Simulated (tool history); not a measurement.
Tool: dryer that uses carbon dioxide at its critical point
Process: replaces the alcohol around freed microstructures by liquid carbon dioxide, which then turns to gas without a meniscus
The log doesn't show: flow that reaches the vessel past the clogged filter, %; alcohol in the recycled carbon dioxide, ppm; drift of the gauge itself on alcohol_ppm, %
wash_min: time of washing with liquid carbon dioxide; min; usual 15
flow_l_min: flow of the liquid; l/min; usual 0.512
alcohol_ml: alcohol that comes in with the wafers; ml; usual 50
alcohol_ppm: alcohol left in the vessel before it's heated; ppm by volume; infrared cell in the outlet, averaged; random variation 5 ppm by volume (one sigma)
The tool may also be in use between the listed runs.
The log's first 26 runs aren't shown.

run	hour	wash_min	flow_l_min	alcohol_ml	hours of work since the filter was changed	hours of work since the purifier's bed was changed	alcohol_ppm
# hour 1175.5: purifier's bed changed
27	1204.4	16	0.659	50	29	14	6
28	1234.0	16	0.577	57	43	29	28
29	1284.0	16	0.577	57	68	53	40
30	1327.7	16	0.544	50	89	74	45
31	1380.5	12	0.396	23	115	100	432
32	1407.9	12	0.396	23	128	113	447
33	1466.5	15	0.568	115	157	142	115
# hour 1525.6: inlet filter changed
34	1525.6	9	0.315	30	0	170	2417
35	1564.3	15	0.512	57	19	189	110
36	1603.9	22	0.707	50	38	208	68
37	1649.7	11	0.736	23	60	231	76
38	1707.1	15	0.529	46	88	259	108
39	1759.4	15	0.408	34	114	284	246
40	1787.5	17	0.597	38	128	298	84
41	1834.8	22	0.511	22	151	321	90
42	1883.5	22	0.547	22	174	344	109
# hour 1905.7: inlet filter changed
43	1918.7	22	0.547	22	6	361	104
44	1976.5	22	0.547	22	35	389	120
45	2022.1	22	0.547	22	57	411	115
46	2081.9	10	0.595	22	86	441	226
47	2125.7	15	0.488	36	107	462	183
48	2177.0	15	0.488	36	132	487	192

3 ways to go on from here, each from the tool as it stands after run 48. What would each give?
A	2229.6	11	0.582	36	158	513	?
B	2229.6	19	0.587	50	158	513	?
C	2229.6	23	0.430	43	158	513	?

run	alcohol_ppm
A	273
B	139
C	160
Without the tool's hidden state the same runs would have given:
run	alcohol_ppm
A	89
B	0
C	16
